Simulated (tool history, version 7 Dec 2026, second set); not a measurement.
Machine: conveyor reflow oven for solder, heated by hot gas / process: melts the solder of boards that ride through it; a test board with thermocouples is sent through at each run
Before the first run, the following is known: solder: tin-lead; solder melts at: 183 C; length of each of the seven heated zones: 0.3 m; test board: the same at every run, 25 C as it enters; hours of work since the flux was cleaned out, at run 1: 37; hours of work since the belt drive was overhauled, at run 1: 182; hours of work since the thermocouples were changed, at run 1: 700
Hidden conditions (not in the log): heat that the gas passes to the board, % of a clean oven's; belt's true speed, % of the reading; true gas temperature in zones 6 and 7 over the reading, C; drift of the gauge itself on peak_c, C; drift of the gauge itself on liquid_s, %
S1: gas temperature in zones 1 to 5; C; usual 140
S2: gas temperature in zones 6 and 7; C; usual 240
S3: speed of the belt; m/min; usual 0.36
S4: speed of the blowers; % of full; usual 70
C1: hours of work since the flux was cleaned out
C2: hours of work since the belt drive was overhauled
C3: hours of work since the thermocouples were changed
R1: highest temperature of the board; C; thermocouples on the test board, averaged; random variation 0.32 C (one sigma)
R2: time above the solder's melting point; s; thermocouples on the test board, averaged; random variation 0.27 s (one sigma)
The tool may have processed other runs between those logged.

run   hour   S1   S2     S3  S4   C1   C2   C3     R1    R2
  1      0  140  240   0.36  70   37  182  700  223.4  81.5
  2    9.8  140  240   0.36  70   43  188  706  223.4  80.7
  3   19.9  140  240   0.36  70   49  194  712  224.2  81.3
  4   31.9  140  240   0.36  70   56  201  720  223.7  81.3
  5   42.3  152  240   0.36  70   63  208  726  224.8  89.4
  6   55.3  152  247   0.36  70   71  216  734  231.8  92.9
  7   67.5  152  247   0.36  70   78  223  741  232.1  93.5
  8   75.2  152  247   0.36  70   83  228  746  231.3  93.2
  9   85.6  140  248   0.36  70   89  234  752  230.4    87
 10   93.8  140  248   0.36  70   94  239  757  230.2  86.6
 11  106.8  138  240   0.36  70  102  247  765  223.7  80.5
 12  113.8  138  240   0.36  70  106  251  769  223.6  80.3
 13  121.1  137  240   0.36  70  110  255  774  222.6    80
 14  133.9  126  240   0.36  70  118  263  781  221.2  73.5
 15  144.2  126  240   0.36  70  124  269  788  221.1  73.5
 16  151.5  126  240   0.36  70  129  274  792  221.2  73.4
 17  163.1  126  240   0.36  70  136  281  799  221.3    74
 18  173.5  126  240   0.36  70  142  287  805  221.2  73.4
 19    182  126  240   0.36  70  147  292  811  221.2  73.9
 20  191.1  126  240   0.36  70  153  298  816  221.1  73.5
 21  203.2  126  240   0.36  70  160  305  823    221  73.8
 22  218.7  126  240   0.36  74  170  315  833  222.7  74.7
     229.3  -- thermocouples of zones 6 and 7 changed
 23  229.8  126  228   0.36  59  175  320    0  206.4  57.5
 24  239.3  126  228   0.36  59  181  326    6  207.7  57.2
 25  249.1  140  254  0.368  69  187  332   12  234.6  87.7
 26  262.2  129  246   0.36  70  195  340   20  226.7    80
 27  273.1  129  246   0.36  70  201  346   27  226.6  79.9
 28  288.1  140  240  0.331  70  210  355   36  226.1  91.8
 29  300.8  140  240  0.331  70  218  363   43  225.7    91
 30  309.7  128  244   0.36  70  224  369   49  224.7  77.2
 31  325.8  128  244   0.36  70  233  378   58  224.5  77.8

Forecast each of these 3 alternatives for the next run:
  A  337.4  137  240  0.331  57  240  385  66   ?   ?
  B  337.4  128  238  0.426  60  240  385  66   ?   ?
  C  337.4  153  240  0.322  69  240  385  66   ?   ?

run     R1    R2
  A  222.5  85.2
  B  209.9  50.3
  C  228.3   103
Take away the tool's hidden state, keep each run's random variation, and the runs would have read:
run     R1    R2
  A  222.5  85.2
  B  209.9  50.3
  C  228.3   103
